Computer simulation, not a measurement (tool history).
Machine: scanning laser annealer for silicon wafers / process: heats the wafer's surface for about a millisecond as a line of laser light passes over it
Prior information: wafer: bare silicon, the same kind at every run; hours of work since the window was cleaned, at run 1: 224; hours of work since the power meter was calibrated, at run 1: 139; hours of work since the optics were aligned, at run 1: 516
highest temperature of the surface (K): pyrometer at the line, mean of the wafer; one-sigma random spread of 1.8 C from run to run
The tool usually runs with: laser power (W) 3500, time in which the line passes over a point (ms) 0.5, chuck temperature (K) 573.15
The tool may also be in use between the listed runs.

run,hour,laser power (W),time in which the line passes over a point (ms),chuck temperature (K),hours of work since the window was cleaned,hours of work since the power meter was calibrated,hours of work since the optics were aligned,highest temperature of the surface (K)
1,0,3500,0.5,573.15,224,139,516,1325.15
2,13.7,3500,0.5,573.15,231,146,523,1328.15
3,21.1,3500,0.5,573.15,234,150,527,1325.15
4,33.8,3500,0.532,573.15,241,156,533,1352.15
5,40.5,3500,0.532,573.15,244,159,537,1350.15
6,50.9,3500,0.532,573.15,250,165,542,1350.15
7,56.5,3500,0.532,573.15,252,168,545,1348.15
8,65.7,3500,0.532,573.15,257,172,550,1350.15
9,73.3,3500,0.532,573.15,261,176,553,1350.15
10,86,3500,0.532,573.15,267,182,560,1348.15
11,93,3500,0.532,573.15,271,186,563,1350.15
12,100.7,3500,0.532,573.15,275,190,567,1349.15
13,113.5,3500,0.5,573.15,281,196,574,1330.15
14,119.4,3500,0.5,573.15,284,199,577,1326.15
15,130.5,3500,0.451,538.15,290,205,582,1256.15
16,143.4,3500,0.413,553.15,297,212,589,1248.15
17,149.3,3527,0.541,590.15,299,215,592,1379.15
18,159.1,3527,0.541,590.15,305,220,597,1379.15
19,165,3527,0.541,590.15,307,223,600,1381.15
20,172.4,3500,0.5,555.15,311,226,604,1312.15
21,178,3061,0.486,611.15,314,229,607,1242.15
22,188.7,3418,0.472,613.15,319,235,612,1329.15
23,197.9,3450,0.472,549.15,324,239,617,1270.15
24,206.4,3034,0.5,559.15,328,244,621,1192.15
25,215.1,3025,0.489,551.15,333,248,625,1178.15

Run 26 comes next. What will it give?
26,223,3025,0.489,551.15,337,252,629,?

Run 26 yielded highest temperature of the surface (K) 1179.15.
If the tool had no hidden condition, the same run with the same run-to-run variation would have returned highest temperature of the surface (K) 1180.15.
